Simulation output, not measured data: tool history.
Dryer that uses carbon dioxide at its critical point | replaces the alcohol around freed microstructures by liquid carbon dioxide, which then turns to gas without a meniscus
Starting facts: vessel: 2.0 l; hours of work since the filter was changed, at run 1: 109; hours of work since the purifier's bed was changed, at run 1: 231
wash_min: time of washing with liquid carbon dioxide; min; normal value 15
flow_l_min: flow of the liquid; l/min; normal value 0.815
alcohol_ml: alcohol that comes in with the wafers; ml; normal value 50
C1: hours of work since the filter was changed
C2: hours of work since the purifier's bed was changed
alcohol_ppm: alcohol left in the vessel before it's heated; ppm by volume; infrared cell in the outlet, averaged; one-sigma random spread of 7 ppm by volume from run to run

Run 1, hour 0: usual settings; C1 109; C2 231. Result: alcohol_ppm 480 ppm by volume.
Run 2, hour 11.9: usual settings but wash_min 11 min; C1 115; C2 237. Result: alcohol_ppm 1316 ppm by volume.
Run 3, hour 26.2: usual settings but wash_min 11 min; C1 122; C2 244. Result: alcohol_ppm 1290 ppm by volume.
Run 4, hour 32.9: usual settings but wash_min 11 min; C1 125; C2 247. Result: alcohol_ppm 1344 ppm by volume.
Run 5, hour 43.7: usual settings but wash_min 11 min; C1 131; C2 252. Result: alcohol_ppm 1347 ppm by volume.
Run 6, hour 55.4: usual settings but wash_min 11 min; C1 136; C2 258. Result: alcohol_ppm 1358 ppm by volume.
Run 7, hour 63.2: usual settings but wash_min 19 min; C1 140; C2 262. Result: alcohol_ppm 226 ppm by volume.
Run 8, hour 70.1: usual settings but wash_min 19 min; C1 143; C2 265. Result: alcohol_ppm 225 ppm by volume.
Run 9, hour 77.4: usual settings but wash_min 11 min, alcohol_ml 21 ml; C1 147; C2 268. Result: alcohol_ppm 618 ppm by volume.
Run 10, hour 88.6: usual settings but wash_min 23 min, flow_l_min 0.951 l/min, alcohol_ml 29 ml; C1 152; C2 274. Result: alcohol_ppm 81 ppm by volume.
Run 11, hour 97.6: usual settings but wash_min 23 min, flow_l_min 0.951 l/min, alcohol_ml 29 ml; C1 157; C2 278. Result: alcohol_ppm 82 ppm by volume.
Run 12, hour 106.8: usual settings but wash_min 23 min, flow_l_min 0.951 l/min, alcohol_ml 29 ml; C1 161; C2 283. Result: alcohol_ppm 83 ppm by volume.
Run 13, hour 119.9: usual settings but wash_min 23 min, flow_l_min 0.951 l/min, alcohol_ml 29 ml; C1 168; C2 289. Result: alcohol_ppm 86 ppm by volume.
Run 14, hour 128.3: usual settings but wash_min 12 min, flow_l_min 1.029 l/min; C1 172; C2 293. Result: alcohol_ppm 534 ppm by volume.
Run 15, hour 142.5: usual settings but wash_min 12 min, flow_l_min 1.029 l/min; C1 179; C2 300. Result: alcohol_ppm 531 ppm by volume.

Selected run-to-run steps in alcohol_ppm, each split into two signed amounts: the part the tool would show with no hidden state at all (from settings, incoming material and random variation), and the remainder, which goes to the hidden state together with any gauge scatter not common to the measured and the hidden-state-free results:
What the log doesn't record here: flow that reaches the vessel past the clogged filter, %; alcohol in the recycled carbon dioxide, ppm; drift of the gauge itself on alcohol_ppm, %.
Run 6 -> 7: wash_min 11 -> 19. alcohol_ppm -1132 ppm by volume: hidden state -213, all else -919.
